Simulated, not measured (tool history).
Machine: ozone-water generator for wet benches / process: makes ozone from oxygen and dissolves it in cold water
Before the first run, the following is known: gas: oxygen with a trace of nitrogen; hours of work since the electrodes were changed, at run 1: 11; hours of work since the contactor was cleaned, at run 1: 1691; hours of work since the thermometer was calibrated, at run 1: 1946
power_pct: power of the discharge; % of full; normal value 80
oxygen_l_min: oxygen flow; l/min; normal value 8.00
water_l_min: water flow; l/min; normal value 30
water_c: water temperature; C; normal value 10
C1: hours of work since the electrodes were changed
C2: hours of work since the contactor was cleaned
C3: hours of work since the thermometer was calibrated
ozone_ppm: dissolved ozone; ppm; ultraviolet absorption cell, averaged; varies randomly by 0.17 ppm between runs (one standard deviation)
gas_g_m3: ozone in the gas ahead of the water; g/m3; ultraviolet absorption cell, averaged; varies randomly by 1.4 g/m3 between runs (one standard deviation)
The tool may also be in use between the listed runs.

run 1 day=0.000 | power_pct=80 oxygen_l_min=8.00 water_l_min=30 water_c=10 | C1=11 C2=1691 C3=1946 | ozone_ppm=22.3 gas_g_m3=250.7
run 2 day=3.042 | power_pct=80 oxygen_l_min=8.00 water_l_min=30 water_c=10 | C1=62 C2=1742 C3=1997 | ozone_ppm=22.0 gas_g_m3=248.5
run 3 day=5.379 | power_pct=80 oxygen_l_min=8.00 water_l_min=30 water_c=10 | C1=101 C2=1781 C3=2036 | ozone_ppm=22.0 gas_g_m3=250.9
run 4 day=8.917 | power_pct=80 oxygen_l_min=8.00 water_l_min=30 water_c=11 | C1=160 C2=1840 C3=2095 | ozone_ppm=21.5 gas_g_m3=250.3
run 5 day=11.892 | power_pct=80 oxygen_l_min=11.21 water_l_min=30 water_c=10 | C1=210 C2=1890 C3=2145 | ozone_ppm=21.7 gas_g_m3=201.7
run 6 day=13.775 | power_pct=80 oxygen_l_min=11.21 water_l_min=30 water_c=10 | C1=241 C2=1922 C3=2176 | ozone_ppm=21.7 gas_g_m3=202.7
run 7 day=17.075 | power_pct=80 oxygen_l_min=11.21 water_l_min=30 water_c=10 | C1=296 C2=1977 C3=2231 | ozone_ppm=21.3 gas_g_m3=203.6
run 8 day=19.400 | power_pct=80 oxygen_l_min=7.71 water_l_min=30 water_c=10 | C1=335 C2=2016 C3=2270 | ozone_ppm=21.4 gas_g_m3=252.4
run 9 day=23.242 | power_pct=80 oxygen_l_min=4.01 water_l_min=30 water_c=10 | C1=400 C2=2080 C3=2335 | ozone_ppm=20.4 gas_g_m3=373.9
run 10 day=27.133 | power_pct=80 oxygen_l_min=8.00 water_l_min=32 water_c=10 | C1=465 C2=2145 C3=2400 | ozone_ppm=20.1 gas_g_m3=246.7
run 11 day=29.342 | power_pct=80 oxygen_l_min=8.00 water_l_min=32 water_c=10 | C1=502 C2=2182 C3=2437 | ozone_ppm=19.7 gas_g_m3=243.9
run 12 day=31.117 | power_pct=80 oxygen_l_min=8.00 water_l_min=30 water_c=10 | C1=531 C2=2211 C3=2466 | ozone_ppm=21.3 gas_g_m3=242.8
run 13 day=34.396 | power_pct=80 oxygen_l_min=7.70 water_l_min=44 water_c=14 | C1=586 C2=2266 C3=2521 | ozone_ppm=13.3 gas_g_m3=250.1
run 14 day=36.933 | power_pct=62 oxygen_l_min=7.70 water_l_min=44 water_c=14 | C1=628 C2=2309 C3=2563 | ozone_ppm=11.5 gas_g_m3=211.0
-- day=37.271 water thermometer calibrated
run 15 day=38.904 | power_pct=80 oxygen_l_min=8.00 water_l_min=45 water_c=10 | C1=661 C2=2341 C3=27 | ozone_ppm=13.7 gas_g_m3=240.7
run 16 day=40.762 | power_pct=80 oxygen_l_min=8.00 water_l_min=45 water_c=11 | C1=692 C2=2372 C3=58 | ozone_ppm=13.2 gas_g_m3=242.0
run 17 day=43.629 | power_pct=40 oxygen_l_min=10.71 water_l_min=30 water_c=10 | C1=740 C2=2420 C3=106 | ozone_ppm=13.7 gas_g_m3=134.4
run 18 day=46.729 | power_pct=70 oxygen_l_min=7.23 water_l_min=30 water_c=10 | C1=792 C2=2472 C3=158 | ozone_ppm=19.3 gas_g_m3=236.3
run 19 day=49.117 | power_pct=70 oxygen_l_min=7.23 water_l_min=30 water_c=10 | C1=832 C2=2512 C3=198 | ozone_ppm=19.0 gas_g_m3=235.5
-- day=51.075 water thermometer calibrated, once more
run 20 day=51.075 | power_pct=59 oxygen_l_min=10.43 water_l_min=30 water_c=10 | C1=864 C2=2544 C3=0 | ozone_ppm=17.1 gas_g_m3=169.5
run 21 day=54.967 | power_pct=43 oxygen_l_min=4.60 water_l_min=30 water_c=10 | C1=929 C2=2610 C3=65 | ozone_ppm=13.9 gas_g_m3=228.3
run 22 day=56.821 | power_pct=82 oxygen_l_min=12.31 water_l_min=24 water_c=10 | C1=960 C2=2641 C3=96 | ozone_ppm=25.0 gas_g_m3=184.6
run 23 day=59.717 | power_pct=82 oxygen_l_min=12.31 water_l_min=38 water_c=7 | C1=1009 C2=2689 C3=145 | ozone_ppm=16.6 gas_g_m3=186.5
run 24 day=61.404 | power_pct=77 oxygen_l_min=4.21 water_l_min=25 water_c=7 | C1=1037 C2=2717 C3=173 | ozone_ppm=24.0 gas_g_m3=338.6

Consider 4 possible next runs. They are alternatives, not a sequence: every one starts from the tool as it was left by run 24. What does each give?
run A day=64.842 | power_pct=49 oxygen_l_min=14.03 water_l_min=30 water_c=7 | C1=1094 C2=2775 C3=230 | ozone_ppm=? gas_g_m3=?
run B day=64.842 | power_pct=99 oxygen_l_min=5.09 water_l_min=25 water_c=6 | C1=1094 C2=2775 C3=230 | ozone_ppm=? gas_g_m3=?
run C day=64.842 | power_pct=88 oxygen_l_min=4.19 water_l_min=30 water_c=15 | C1=1094 C2=2775 C3=230 | ozone_ppm=? gas_g_m3=?
run D day=64.842 | power_pct=77 oxygen_l_min=7.09 water_l_min=25 water_c=11 | C1=1094 C2=2775 C3=230 | ozone_ppm=? gas_g_m3=?

run=A ozone_ppm=15.7 gas_g_m3=125.9
run=B ozone_ppm=28.9 gas_g_m3=347.9
run=C ozone_ppm=19.7 gas_g_m3=366.8
run=D ozone_ppm=23.5 gas_g_m3=250.6
With no hidden state in the tool, these same runs would have given:
run=A ozone_ppm=17.3 gas_g_m3=133.0
run=B ozone_ppm=32.7 gas_g_m3=378.6
run=C ozone_ppm=22.2 gas_g_m3=397.1
run=D ozone_ppm=26.4 gas_g_m3=269.9
